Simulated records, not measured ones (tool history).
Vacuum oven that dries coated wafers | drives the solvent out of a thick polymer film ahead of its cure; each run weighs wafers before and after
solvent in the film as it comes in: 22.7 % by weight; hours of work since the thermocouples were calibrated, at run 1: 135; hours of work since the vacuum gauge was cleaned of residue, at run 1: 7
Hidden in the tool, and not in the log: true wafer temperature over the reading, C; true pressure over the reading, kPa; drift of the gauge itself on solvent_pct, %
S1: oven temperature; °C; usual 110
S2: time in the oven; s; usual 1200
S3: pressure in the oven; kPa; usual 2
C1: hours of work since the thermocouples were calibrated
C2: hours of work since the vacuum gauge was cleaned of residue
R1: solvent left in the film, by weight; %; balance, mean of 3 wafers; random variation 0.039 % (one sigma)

run 1 hour=0 | S1=110 S2=1200 S3=2 | C1=135 C2=7 | R1=2.35
run 2 hour=10.1 | S1=110 S2=1140 S3=2 | C1=140 C2=12 | R1=2.46
run 3 hour=19.4 | S1=110 S2=1140 S3=1.5 | C1=144 C2=16 | R1=2.18
run 4 hour=25.8 | S1=110 S2=1140 S3=1.85 | C1=148 C2=19 | R1=2.28
run 5 hour=33.9 | S1=110 S2=1140 S3=1.85 | C1=151 C2=23 | R1=2.34
run 6 hour=42.4 | S1=110 S2=1140 S3=1.85 | C1=156 C2=27 | R1=2.28
run 7 hour=50.7 | S1=110 S2=1200 S3=2 | C1=160 C2=31 | R1=2.25
run 8 hour=62.9 | S1=110 S2=1200 S3=2 | C1=165 C2=37 | R1=2.3
run 9 hour=75.2 | S1=110 S2=1200 S3=2 | C1=171 C2=43 | R1=2.3
run 10 hour=82.9 | S1=110 S2=1200 S3=2 | C1=175 C2=47 | R1=2.28
run 11 hour=95.3 | S1=110 S2=1200 S3=2 | C1=181 C2=53 | R1=2.26
-- hour=97.9 vacuum gauge cleaned of residue and calibrated
run 12 hour=107.9 | S1=110 S2=1200 S3=2 | C1=186 C2=5 | R1=2.23
run 13 hour=116.9 | S1=110 S2=1200 S3=2 | C1=191 C2=9 | R1=2.25
run 14 hour=124.1 | S1=110 S2=1200 S3=1.69 | C1=194 C2=13 | R1=2.13
-- hour=128.3 vacuum gauge cleaned of residue and calibrated, once more
run 15 hour=134.1 | S1=110 S2=840 S3=2 | C1=198 C2=3 | R1=3.57
run 16 hour=144.9 | S1=117 S2=1380 S3=1.74 | C1=204 C2=8 | R1=1.2
run 17 hour=155.9 | S1=117 S2=1380 S3=3.3 | C1=209 C2=13 | R1=2.03
run 18 hour=166.5 | S1=114 S2=1200 S3=2.27 | C1=214 C2=18 | R1=1.93
run 19 hour=177.8 | S1=99 S2=600 S3=1.74 | C1=219 C2=24 | R1=8.07
run 20 hour=190.9 | S1=115 S2=1260 S3=1.74 | C1=226 C2=30 | R1=1.45
run 21 hour=202.8 | S1=100 S2=840 S3=3.12 | C1=232 C2=36 | R1=6.8
run 22 hour=212.5 | S1=98 S2=720 S3=2.74 | C1=236 C2=41 | R1=8
run 23 hour=226.2 | S1=101 S2=660 S3=7.34 | C1=243 C2=47 | R1=10.88
run 24 hour=234.3 | S1=110 S2=1200 S3=4.14 | C1=247 C2=51 | R1=3.63
run 25 hour=244.3 | S1=110 S2=1200 S3=4.14 | C1=252 C2=56 | R1=3.71
run 26 hour=255.2 | S1=110 S2=960 S3=2 | C1=257 C2=61 | R1=2.94
run 27 hour=265.5 | S1=106 S2=840 S3=1.08 | C1=262 C2=66 | R1=3.66
run 28 hour=272.3 | S1=98 S2=1020 S3=2.86 | C1=265 C2=69 | R1=6.14
run 29 hour=278.2 | S1=103 S2=1200 S3=1.69 | C1=268 C2=72 | R1=3.2

Forecast each of these 3 alternatives for the next run:
run A hour=284.6 | S1=104 S2=1980 S3=2.26 | C1=271 C2=75 | R1=?
run B hour=284.6 | S1=105 S2=2040 S3=2 | C1=271 C2=75 | R1=?
run C hour=284.6 | S1=121 S2=1200 S3=7.27 | C1=271 C2=75 | R1=?

run=A R1=2.23
run=B R1=1.98
run=C R1=3.75
Without the tool's hidden state the same runs would have given:
run=A R1=2.29
run=B R1=2.02
run=C R1=3.82
